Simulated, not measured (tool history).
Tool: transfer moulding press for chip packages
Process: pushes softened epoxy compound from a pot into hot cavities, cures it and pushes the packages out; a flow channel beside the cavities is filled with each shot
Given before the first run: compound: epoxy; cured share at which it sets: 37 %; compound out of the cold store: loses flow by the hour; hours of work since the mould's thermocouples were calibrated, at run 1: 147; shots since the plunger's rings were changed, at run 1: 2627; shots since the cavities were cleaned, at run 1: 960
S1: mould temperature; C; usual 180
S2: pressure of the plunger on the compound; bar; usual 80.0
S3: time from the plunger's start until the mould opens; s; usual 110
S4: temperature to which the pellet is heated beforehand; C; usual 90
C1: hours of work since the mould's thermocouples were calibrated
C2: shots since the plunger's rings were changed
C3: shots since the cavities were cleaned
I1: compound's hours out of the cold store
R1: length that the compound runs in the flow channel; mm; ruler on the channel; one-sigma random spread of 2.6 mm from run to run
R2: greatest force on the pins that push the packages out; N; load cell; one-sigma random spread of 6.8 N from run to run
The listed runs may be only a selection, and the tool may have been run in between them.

run   hour   S1    S2   S3  S4   C1    C2   C3    I1   R1   R2
  1    0.0  180  80.0  110  90  147  2627  960  47.9  618  264
       7.8  -- cavities cleaned with cleaning compound and waxed
  2   11.1  180  80.0  110  90  151  2694   23  19.8  710  264
  3   21.8  180  80.0  110  90  156  2768   97   9.4  754  298
  4   29.8  180  80.0  110  90  159  2823  152   8.3  758  293
  5   39.0  180  80.0  110  90  163  2888  217  35.7  661  273
  6   47.9  180  80.0  110  82  167  2950  279   9.1  758  284
  7   54.7  180  80.0  110  90  170  2997  326  40.9  639  276
  8   62.5  180  80.0  110  90  173  3051  380  34.3  659  275
  9   71.7  180  64.2  110  90  177  3115  444  10.7  671  286
 10   83.1  180  64.2  110  90  182  3194  523  23.3  631  282
 11   90.7  180  64.2  110  90  185  3247  576  26.3  619  260
 12   97.7  180  80.0  110  90  188  3296  625  44.7  629  275
 13  104.9  180  80.0  110  90  191  3345  674  15.5  726  284
 14  112.2  180  80.0  110  90  194  3396  725  42.1  635  283
 15  120.8  181  80.0  110  90  197  3456  785  29.5  672  271
 16  131.8  173  96.4  110  80  202  3532  861  18.3  806  449
 17  142.0  173  96.4  110  80  206  3603  932  12.1  831  480

What does the tool deliver on the next run?
 18  146.9  186  80.0  114  84  208  3637  966  16.1   ?   ?

Run 18 produced R1 718 mm, R2 237 N.
Were there no unlogged condition in the tool, this run, its random variation unchanged, would have produced R1 718 mm, R2 234 N.
